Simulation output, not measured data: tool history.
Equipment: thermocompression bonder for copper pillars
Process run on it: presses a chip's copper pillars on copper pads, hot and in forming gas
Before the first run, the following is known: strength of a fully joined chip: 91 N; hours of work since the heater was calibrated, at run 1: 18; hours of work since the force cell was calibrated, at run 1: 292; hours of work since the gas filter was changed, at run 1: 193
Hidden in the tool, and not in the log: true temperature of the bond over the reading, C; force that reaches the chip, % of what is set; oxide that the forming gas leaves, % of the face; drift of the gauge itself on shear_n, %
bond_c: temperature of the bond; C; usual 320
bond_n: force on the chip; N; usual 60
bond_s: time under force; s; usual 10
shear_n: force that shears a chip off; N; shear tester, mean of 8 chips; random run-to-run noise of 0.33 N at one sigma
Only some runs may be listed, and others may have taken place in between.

run	hour	bond_c	bond_n	bond_s	hours of work since the heater was calibrated	hours of work since the force cell was calibrated	hours of work since the gas filter was changed	shear_n
1	0.0	320	60	10	18	292	193	64.2
2	27.5	320	60	10	31	304	205	64.3
3	43.7	320	60	10	38	312	212	63.9
4	71.0	320	60	10	50	324	225	64.1
5	98.5	320	60	10	63	336	237	64.4
6	130.3	320	50	10	77	351	251	58.6
7	153.4	320	50	10	87	361	262	58.4
8	179.7	320	50	10	99	373	274	58.1
9	206.9	320	50	10	111	385	286	57.8
10	234.5	320	60	10	124	398	298	64.4
11	262.0	320	60	10	136	410	311	64.4
12	283.6	320	52	10	146	420	320	59.4
# hour 301.0: forming gas filter changed
13	301.0	320	44	10	153	427	0	54.6
14	330.9	320	43	10	167	441	13	53.9
15	350.5	320	43	10	176	449	22	53.6
16	365.5	320	43	10	182	456	29	53.3
17	381.9	320	43	10	190	464	36	53.5
18	405.5	320	43	10	200	474	47	53.8
19	423.9	320	43	10	209	482	55	54.1
20	454.5	320	60	10	222	496	69	64.1
21	477.9	312	40	13	233	507	80	50.7
22	496.0	312	40	13	241	515	88	50.8
23	516.2	320	60	13	250	524	97	68.3
24	534.6	307	51	6	258	532	105	43.2
25	553.4	301	85	6	267	541	114	56.0
26	572.2	301	38	6	275	549	122	31.4
27	593.7	342	60	6	285	559	132	68.1
28	610.0	341	86	6	292	566	139	78.1
29	624.8	320	60	22	299	573	146	76.3
30	653.9	342	44	20	312	586	159	76.9
31	685.4	342	44	20	326	600	173	77.1
32	699.9	328	60	10	333	607	179	68.9
33	724.3	320	55	19	344	618	190	71.6
34	756.8	325	68	24	358	632	205	81.4
35	788.8	320	60	6	373	647	219	56.1
36	813.3	320	60	6	384	658	230	56.4
37	842.0	320	60	6	397	671	243	56.0
38	874.4	320	60	6	411	685	258	55.8
39	904.9	320	60	6	425	699	272	55.7

4 ways to go on from here, each from the tool as it stands after run 39. What would each give?
A	932.0	320	81	14	437	711	284	?
B	932.0	324	71	6	437	711	284	?
C	932.0	333	62	7	437	711	284	?
D	932.0	320	60	9	437	711	284	?

run	shear_n
A	78.0
B	63.5
C	67.0
D	62.5
Take away the tool's hidden state, keep each run's random variation, and the runs would have read:
run	shear_n
A	78.2
B	63.6
C	67.2
D	62.5
